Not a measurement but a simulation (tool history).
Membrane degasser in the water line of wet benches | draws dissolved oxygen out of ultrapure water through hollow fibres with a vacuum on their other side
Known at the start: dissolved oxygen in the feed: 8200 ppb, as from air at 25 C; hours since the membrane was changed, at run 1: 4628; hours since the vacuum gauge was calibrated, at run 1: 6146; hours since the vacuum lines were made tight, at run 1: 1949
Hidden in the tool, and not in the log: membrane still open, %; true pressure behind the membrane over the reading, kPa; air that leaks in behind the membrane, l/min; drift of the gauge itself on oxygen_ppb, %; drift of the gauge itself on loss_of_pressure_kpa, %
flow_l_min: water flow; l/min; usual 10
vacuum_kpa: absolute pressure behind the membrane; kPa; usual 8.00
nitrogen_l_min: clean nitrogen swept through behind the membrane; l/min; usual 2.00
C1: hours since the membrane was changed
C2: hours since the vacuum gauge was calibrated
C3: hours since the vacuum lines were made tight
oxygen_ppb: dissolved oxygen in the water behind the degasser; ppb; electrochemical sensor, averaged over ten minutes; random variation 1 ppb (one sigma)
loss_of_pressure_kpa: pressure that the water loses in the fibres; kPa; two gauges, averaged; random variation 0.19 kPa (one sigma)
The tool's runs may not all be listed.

run 1 day=0.000 | flow_l_min=10 vacuum_kpa=8.00 nitrogen_l_min=2.00 | C1=4628 C2=6146 C3=1949 | oxygen_ppb=115.2 loss_of_pressure_kpa=41.16
run 2 day=2.396 | flow_l_min=10 vacuum_kpa=8.00 nitrogen_l_min=2.00 | C1=4685 C2=6204 C3=2007 | oxygen_ppb=114.8 loss_of_pressure_kpa=41.35
run 3 day=7.054 | flow_l_min=10 vacuum_kpa=8.00 nitrogen_l_min=2.00 | C1=4797 C2=6315 C3=2118 | oxygen_ppb=115.7 loss_of_pressure_kpa=41.50
run 4 day=10.112 | flow_l_min=15 vacuum_kpa=8.00 nitrogen_l_min=2.00 | C1=4871 C2=6389 C3=2192 | oxygen_ppb=291.9 loss_of_pressure_kpa=62.56
run 5 day=12.704 | flow_l_min=15 vacuum_kpa=8.00 nitrogen_l_min=2.00 | C1=4933 C2=6451 C3=2254 | oxygen_ppb=289.3 loss_of_pressure_kpa=62.32
run 6 day=17.425 | flow_l_min=10 vacuum_kpa=15.75 nitrogen_l_min=2.00 | C1=5046 C2=6564 C3=2367 | oxygen_ppb=211.1 loss_of_pressure_kpa=41.15
run 7 day=20.975 | flow_l_min=10 vacuum_kpa=15.75 nitrogen_l_min=2.00 | C1=5131 C2=6650 C3=2453 | oxygen_ppb=210.5 loss_of_pressure_kpa=41.58
run 8 day=25.104 | flow_l_min=10 vacuum_kpa=8.00 nitrogen_l_min=2.00 | C1=5230 C2=6749 C3=2552 | oxygen_ppb=118.5 loss_of_pressure_kpa=41.85
run 9 day=27.679 | flow_l_min=10 vacuum_kpa=8.00 nitrogen_l_min=2.00 | C1=5292 C2=6810 C3=2613 | oxygen_ppb=117.2 loss_of_pressure_kpa=41.97
run 10 day=31.112 | flow_l_min=10 vacuum_kpa=8.00 nitrogen_l_min=2.00 | C1=5375 C2=6893 C3=2696 | oxygen_ppb=116.9 loss_of_pressure_kpa=41.43
run 11 day=33.304 | flow_l_min=10 vacuum_kpa=8.00 nitrogen_l_min=2.00 | C1=5427 C2=6945 C3=2748 | oxygen_ppb=118.6 loss_of_pressure_kpa=42.17
run 12 day=36.725 | flow_l_min=10 vacuum_kpa=8.00 nitrogen_l_min=2.00 | C1=5509 C2=7028 C3=2830 | oxygen_ppb=119.6 loss_of_pressure_kpa=41.66
run 13 day=40.454 | flow_l_min=10 vacuum_kpa=8.00 nitrogen_l_min=1.17 | C1=5599 C2=7117 C3=2920 | oxygen_ppb=160.9 loss_of_pressure_kpa=42.11
run 14 day=44.850 | flow_l_min=10 vacuum_kpa=8.00 nitrogen_l_min=2.00 | C1=5704 C2=7223 C3=3025 | oxygen_ppb=119.3 loss_of_pressure_kpa=42.12
-- day=45.358 vacuum gauge calibrated
run 15 day=47.033 | flow_l_min=10 vacuum_kpa=8.21 nitrogen_l_min=2.00 | C1=5756 C2=40 C3=3077 | oxygen_ppb=124.0 loss_of_pressure_kpa=42.13
run 16 day=50.683 | flow_l_min=10 vacuum_kpa=14.80 nitrogen_l_min=2.00 | C1=5844 C2=128 C3=3165 | oxygen_ppb=204.6 loss_of_pressure_kpa=42.37
run 17 day=53.979 | flow_l_min=10 vacuum_kpa=4.94 nitrogen_l_min=2.00 | C1=5923 C2=207 C3=3244 | oxygen_ppb=84.5 loss_of_pressure_kpa=42.52
run 18 day=57.458 | flow_l_min=10 vacuum_kpa=4.83 nitrogen_l_min=1.77 | C1=6006 C2=290 C3=3328 | oxygen_ppb=87.8 loss_of_pressure_kpa=42.25
run 19 day=61.196 | flow_l_min=10 vacuum_kpa=8.00 nitrogen_l_min=0.86 | C1=6096 C2=380 C3=3417 | oxygen_ppb=208.6 loss_of_pressure_kpa=42.20
run 20 day=65.421 | flow_l_min=10 vacuum_kpa=8.00 nitrogen_l_min=0.86 | C1=6197 C2=482 C3=3519 | oxygen_ppb=208.0 loss_of_pressure_kpa=42.24
run 21 day=69.296 | flow_l_min=10 vacuum_kpa=8.00 nitrogen_l_min=4.92 | C1=6290 C2=574 C3=3612 | oxygen_ppb=86.4 loss_of_pressure_kpa=42.29
-- day=70.146 vacuum gauge calibrated, once more
run 22 day=71.979 | flow_l_min=10 vacuum_kpa=8.00 nitrogen_l_min=4.92 | C1=6354 C2=44 C3=3676 | oxygen_ppb=81.9 loss_of_pressure_kpa=42.37
run 23 day=76.388 | flow_l_min=10 vacuum_kpa=5.10 nitrogen_l_min=3.01 | C1=6460 C2=150 C3=3781 | oxygen_ppb=72.1 loss_of_pressure_kpa=42.37
run 24 day=81.671 | flow_l_min=10 vacuum_kpa=8.36 nitrogen_l_min=1.69 | C1=6587 C2=277 C3=3908 | oxygen_ppb=130.5 loss_of_pressure_kpa=42.69
run 25 day=84.471 | flow_l_min=10 vacuum_kpa=8.36 nitrogen_l_min=1.69 | C1=6654 C2=344 C3=3975 | oxygen_ppb=134.1 loss_of_pressure_kpa=42.62
run 26 day=88.767 | flow_l_min=10 vacuum_kpa=8.36 nitrogen_l_min=1.69 | C1=6757 C2=447 C3=4079 | oxygen_ppb=131.7 loss_of_pressure_kpa=42.16
run 27 day=92.829 | flow_l_min=8 vacuum_kpa=9.63 nitrogen_l_min=0.85 | C1=6855 C2=544 C3=4176 | oxygen_ppb=173.0 loss_of_pressure_kpa=33.93
run 28 day=95.517 | flow_l_min=6 vacuum_kpa=8.00 nitrogen_l_min=2.78 | C1=6919 C2=609 C3=4241 | oxygen_ppb=33.6 loss_of_pressure_kpa=25.27
run 29 day=99.996 | flow_l_min=12 vacuum_kpa=11.12 nitrogen_l_min=1.03 | C1=7027 C2=716 C3=4348 | oxygen_ppb=323.6 loss_of_pressure_kpa=51.35
run 30 day=103.642 | flow_l_min=12 vacuum_kpa=19.96 nitrogen_l_min=2.82 | C1=7114 C2=804 C3=4436 | oxygen_ppb=285.4 loss_of_pressure_kpa=50.99
run 31 day=106.750 | flow_l_min=12 vacuum_kpa=19.96 nitrogen_l_min=2.82 | C1=7189 C2=879 C3=4510 | oxygen_ppb=291.0 loss_of_pressure_kpa=50.94
run 32 day=110.725 | flow_l_min=12 vacuum_kpa=7.20 nitrogen_l_min=2.82 | C1=7284 C2=974 C3=4606 | oxygen_ppb=153.1 loss_of_pressure_kpa=51.79

Measured less the same run without the tool's hidden state. The same run-to-run variation is in both; the gauge's scatter may not be:
run=1 oxygen_ppb=+19.8 loss_of_pressure_kpa=+2.30
run=2 oxygen_ppb=+20.0 loss_of_pressure_kpa=+2.34
run=3 oxygen_ppb=+20.5 loss_of_pressure_kpa=+2.39
run=4 oxygen_ppb=+49.8 loss_of_pressure_kpa=+3.65
run=5 oxygen_ppb=+49.8 loss_of_pressure_kpa=+3.68
run=6 oxygen_ppb=+23.7 loss_of_pressure_kpa=+2.50
run=7 oxygen_ppb=+24.1 loss_of_pressure_kpa=+2.57
run=8 oxygen_ppb=+22.4 loss_of_pressure_kpa=+2.60
run=9 oxygen_ppb=+22.7 loss_of_pressure_kpa=+2.64
run=10 oxygen_ppb=+22.8 loss_of_pressure_kpa=+2.67
run=11 oxygen_ppb=+23.4 loss_of_pressure_kpa=+2.71
run=12 oxygen_ppb=+23.9 loss_of_pressure_kpa=+2.73
run=13 oxygen_ppb=+28.7 loss_of_pressure_kpa=+2.79
run=14 oxygen_ppb=+24.6 loss_of_pressure_kpa=+2.83
run=15 oxygen_ppb=+26.4 loss_of_pressure_kpa=+2.87
run=16 oxygen_ppb=+29.2 loss_of_pressure_kpa=+2.90
run=17 oxygen_ppb=+26.1 loss_of_pressure_kpa=+2.95
run=18 oxygen_ppb=+27.7 loss_of_pressure_kpa=+2.99
run=19 oxygen_ppb=+40.0 loss_of_pressure_kpa=+3.03
run=20 oxygen_ppb=+40.3 loss_of_pressure_kpa=+3.08
run=21 oxygen_ppb=+23.2 loss_of_pressure_kpa=+3.13
run=22 oxygen_ppb=+19.7 loss_of_pressure_kpa=+3.17
run=23 oxygen_ppb=+19.6 loss_of_pressure_kpa=+3.22
run=24 oxygen_ppb=+21.9 loss_of_pressure_kpa=+3.29
run=25 oxygen_ppb=+22.8 loss_of_pressure_kpa=+3.33
run=26 oxygen_ppb=+22.8 loss_of_pressure_kpa=+3.38
run=27 oxygen_ppb=+16.7 loss_of_pressure_kpa=+2.73
run=28 oxygen_ppb=+5.0 loss_of_pressure_kpa=+2.07
run=29 oxygen_ppb=+41.6 loss_of_pressure_kpa=+4.22
run=30 oxygen_ppb=+42.2 loss_of_pressure_kpa=+4.25
run=31 oxygen_ppb=+43.6 loss_of_pressure_kpa=+4.30
run=32 oxygen_ppb=+38.6 loss_of_pressure_kpa=+4.42
